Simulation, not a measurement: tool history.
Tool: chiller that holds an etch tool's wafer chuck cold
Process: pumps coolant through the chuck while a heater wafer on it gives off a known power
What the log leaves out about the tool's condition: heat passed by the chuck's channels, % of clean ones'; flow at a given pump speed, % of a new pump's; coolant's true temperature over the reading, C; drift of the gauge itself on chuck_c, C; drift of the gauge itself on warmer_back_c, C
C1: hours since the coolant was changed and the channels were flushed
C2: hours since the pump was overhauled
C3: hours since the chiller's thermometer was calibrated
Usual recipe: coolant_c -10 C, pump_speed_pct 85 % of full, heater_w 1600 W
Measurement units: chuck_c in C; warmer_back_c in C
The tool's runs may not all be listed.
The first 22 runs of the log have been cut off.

Run 23, hour 3087.6: usual settings but pump_speed_pct 98 % of full; C1 1520; C2 1085; C3 3541. Result: chuck_c 3.7 C, warmer_back_c 2.82 C.
Run 24, hour 3186.0: usual settings but pump_speed_pct 98 % of full; C1 1619; C2 1184; C3 3640. Result: chuck_c 3.5 C, warmer_back_c 2.82 C.
Run 25, hour 3320.7: usual settings but coolant_c -3 C, pump_speed_pct 86 % of full, heater_w 2101 W; C1 1753; C2 1319; C3 3775. Result: chuck_c 16.3 C, warmer_back_c 4.32 C.
Run 26, hour 3495.5: usual settings but heater_w 1339 W; C1 1928; C2 1493; C3 3949. Result: chuck_c 2.6 C, warmer_back_c 2.83 C.
Run 27, hour 3648.4: usual settings but coolant_c -13 C, pump_speed_pct 94 % of full, heater_w 1339 W; C1 2081; C2 1646; C3 4102. Result: chuck_c -0.9 C, warmer_back_c 2.50 C.
Run 28, hour 3821.8: usual settings but coolant_c -13 C, pump_speed_pct 94 % of full, heater_w 1339 W; C1 2255; C2 1820; C3 4276. Result: chuck_c -0.7 C, warmer_back_c 2.56 C.
Run 29, hour 3991.7: usual settings but coolant_c -13 C, pump_speed_pct 94 % of full, heater_w 1339 W; C1 2424; C2 1990; C3 4446. Result: chuck_c -0.8 C, warmer_back_c 2.57 C.
Run 30, hour 4107.5: usual settings but coolant_c -7 C, pump_speed_pct 91 % of full, heater_w 1018 W; C1 2540; C2 2105; C3 4561. Result: chuck_c 2.8 C, warmer_back_c 1.98 C.
Run 31, hour 4304.8: usual settings but pump_speed_pct 66 % of full, heater_w 1164 W; C1 2737; C2 2303; C3 4759. Result: chuck_c 3.6 C, warmer_back_c 3.30 C.

Below are 3 alternative next runs, each starting from the tool's condition after run 31. Predict each:
Run A, hour 4438.9: usual settings but pump_speed_pct 77 % of full, heater_w 914 W; C1 2872; C2 2437; C3 4893. Result: chuck_c ?, warmer_back_c ?.
Run B, hour 4438.9: usual settings but coolant_c -8 C, pump_speed_pct 61 % of full, heater_w 1884 W; C1 2872; C2 2437; C3 4893. Result: chuck_c ?, warmer_back_c ?.
Run C, hour 4438.9: usual settings but coolant_c -3 C, pump_speed_pct 93 % of full, heater_w 878 W; C1 2872; C2 2437; C3 4893. Result: chuck_c ?, warmer_back_c ?.

run  chuck_c  warmer_back_c
  A     -0.1           2.16
  B     14.6           5.83
  C      5.7           1.72
Had the tool no hidden state, the same runs would have come out as:
run  chuck_c  warmer_back_c
  A     -2.1           2.05
  B     11.0           5.54
  C      3.9           1.64
